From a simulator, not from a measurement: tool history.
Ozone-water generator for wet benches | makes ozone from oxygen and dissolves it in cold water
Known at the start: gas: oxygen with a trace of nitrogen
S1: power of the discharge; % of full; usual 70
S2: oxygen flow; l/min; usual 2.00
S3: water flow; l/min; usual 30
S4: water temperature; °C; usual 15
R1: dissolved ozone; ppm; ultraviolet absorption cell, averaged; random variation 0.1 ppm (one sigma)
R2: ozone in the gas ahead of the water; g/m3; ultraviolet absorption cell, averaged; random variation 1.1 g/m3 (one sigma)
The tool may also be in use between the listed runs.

{"run": 1, "day": 0.0, "S1": 70, "S2": 2.0, "S3": 30, "S4": 15, "R1": 6.7, "R2": 186.5}
{"run": 2, "day": 1.55, "S1": 70, "S2": 2.0, "S3": 30, "S4": 15, "R1": 6.6, "R2": 183.8}
{"run": 3, "day": 2.867, "S1": 70, "S2": 2.0, "S3": 30, "S4": 10, "R1": 7.0, "R2": 187.1}
{"run": 4, "day": 4.062, "S1": 70, "S2": 2.0, "S3": 30, "S4": 10, "R1": 6.9, "R2": 184.7}
{"run": 5, "day": 5.05, "S1": 70, "S2": 2.0, "S3": 30, "S4": 10, "R1": 6.9, "R2": 186.2}
{"run": 6, "day": 6.779, "S1": 70, "S2": 2.0, "S3": 30, "S4": 15, "R1": 6.8, "R2": 184.6}
{"run": 7, "day": 7.921, "S1": 70, "S2": 2.0, "S3": 30, "S4": 15, "R1": 6.6, "R2": 184.2}
{"run": 8, "day": 9.15, "S1": 70, "S2": 2.0, "S3": 30, "S4": 15, "R1": 6.5, "R2": 185.7}
{"run": 9, "day": 10.592, "S1": 70, "S2": 2.84, "S3": 30, "S4": 15, "R1": 7.7, "R2": 162.0}
{"run": 10, "day": 11.5, "S1": 70, "S2": 2.84, "S3": 30, "S4": 15, "R1": 7.8, "R2": 161.5}
{"run": 11, "day": 12.433, "S1": 70, "S2": 2.84, "S3": 30, "S4": 15, "R1": 7.8, "R2": 161.5}
{"run": 12, "day": 14.346, "S1": 70, "S2": 2.0, "S3": 30, "S4": 15, "R1": 6.7, "R2": 184.5}
{"run": 13, "day": 15.988, "S1": 70, "S2": 2.0, "S3": 30, "S4": 15, "R1": 6.5, "R2": 183.0}
{"run": 14, "day": 16.921, "S1": 70, "S2": 2.0, "S3": 30, "S4": 15, "R1": 6.5, "R2": 185.1}
{"day": 17.108, "done": "water thermometer calibrated"}
{"run": 15, "day": 18.575, "S1": 70, "S2": 2.0, "S3": 30, "S4": 15, "R1": 6.5, "R2": 184.9}
{"run": 16, "day": 20.4, "S1": 70, "S2": 2.0, "S3": 30, "S4": 15, "R1": 6.7, "R2": 183.7}
{"run": 17, "day": 21.625, "S1": 70, "S2": 2.0, "S3": 30, "S4": 15, "R1": 6.6, "R2": 185.6}
{"run": 18, "day": 23.654, "S1": 70, "S2": 1.92, "S3": 30, "S4": 14, "R1": 6.4, "R2": 187.1}
{"day": 23.858, "done": "water thermometer calibrated, once more"}
{"run": 19, "day": 25.354, "S1": 70, "S2": 2.0, "S3": 21, "S4": 15, "R1": 9.5, "R2": 185.5}
{"run": 20, "day": 27.183, "S1": 53, "S2": 2.0, "S3": 35, "S4": 15, "R1": 4.5, "R2": 148.1}
{"run": 21, "day": 28.829, "S1": 68, "S2": 1.19, "S3": 35, "S4": 15, "R1": 4.3, "R2": 220.0}
{"run": 22, "day": 30.612, "S1": 68, "S2": 1.19, "S3": 35, "S4": 15, "R1": 4.2, "R2": 217.5}
{"run": 23, "day": 31.433, "S1": 68, "S2": 1.19, "S3": 35, "S4": 15, "R1": 4.2, "R2": 219.9}
{"run": 24, "day": 32.808, "S1": 68, "S2": 1.19, "S3": 35, "S4": 15, "R1": 4.3, "R2": 217.0}
{"run": 25, "day": 34.588, "S1": 76, "S2": 1.43, "S3": 30, "S4": 8, "R1": 6.2, "R2": 221.6}
{"run": 26, "day": 36.088, "S1": 70, "S2": 2.0, "S3": 34, "S4": 15, "R1": 5.8, "R2": 184.4}
{"run": 27, "day": 38.092, "S1": 61, "S2": 2.0, "S3": 22, "S4": 23, "R1": 7.7, "R2": 168.1}
{"run": 28, "day": 39.896, "S1": 61, "S2": 2.0, "S3": 22, "S4": 23, "R1": 7.6, "R2": 164.9}
{"run": 29, "day": 41.438, "S1": 61, "S2": 2.0, "S3": 22, "S4": 23, "R1": 7.6, "R2": 164.6}
{"run": 30, "day": 43.383, "S1": 61, "S2": 2.0, "S3": 22, "S4": 23, "R1": 7.5, "R2": 165.0}
{"run": 31, "day": 44.862, "S1": 72, "S2": 2.33, "S3": 45, "S4": 15, "R1": 4.9, "R2": 176.2}
{"run": 32, "day": 46.65, "S1": 70, "S2": 2.0, "S3": 46, "S4": 17, "R1": 4.1, "R2": 181.5}

The same runs without the tool's hidden state, with the same run-to-run variation:
The hidden state here: yield of the discharge, % of new electrodes'; contactor's efficiency, % of a clean one's; true water temperature over the reading, C; drift of the gauge itself on ozone_ppm, %; drift of the gauge itself on gas_g_m3, %.
run=1 R1=6.9 R2=189.4
run=2 R1=6.9 R2=186.8
run=3 R1=7.2 R2=190.2
run=4 R1=7.1 R2=187.8
run=5 R1=7.1 R2=189.4
run=6 R1=7.0 R2=187.9
run=7 R1=6.9 R2=187.6
run=8 R1=6.8 R2=189.1
run=9 R1=8.1 R2=165.0
run=10 R1=8.1 R2=164.6
run=11 R1=8.1 R2=164.6
run=12 R1=7.0 R2=188.1
run=13 R1=6.8 R2=186.7
run=14 R1=6.8 R2=188.9
run=15 R1=6.8 R2=188.8
run=16 R1=7.0 R2=187.6
run=17 R1=7.0 R2=189.6
run=18 R1=6.7 R2=191.3
run=19 R1=9.9 R2=189.8
run=20 R1=4.7 R2=150.8
run=21 R1=4.5 R2=225.2
run=22 R1=4.4 R2=222.7
run=23 R1=4.4 R2=225.2
run=24 R1=4.5 R2=222.3
run=25 R1=6.5 R2=227.6
run=26 R1=6.1 R2=189.2
run=27 R1=8.1 R2=172.0
run=28 R1=7.9 R2=168.8
run=29 R1=8.0 R2=168.6
run=30 R1=7.8 R2=169.1
run=31 R1=5.2 R2=181.3
run=32 R1=4.3 R2=186.7
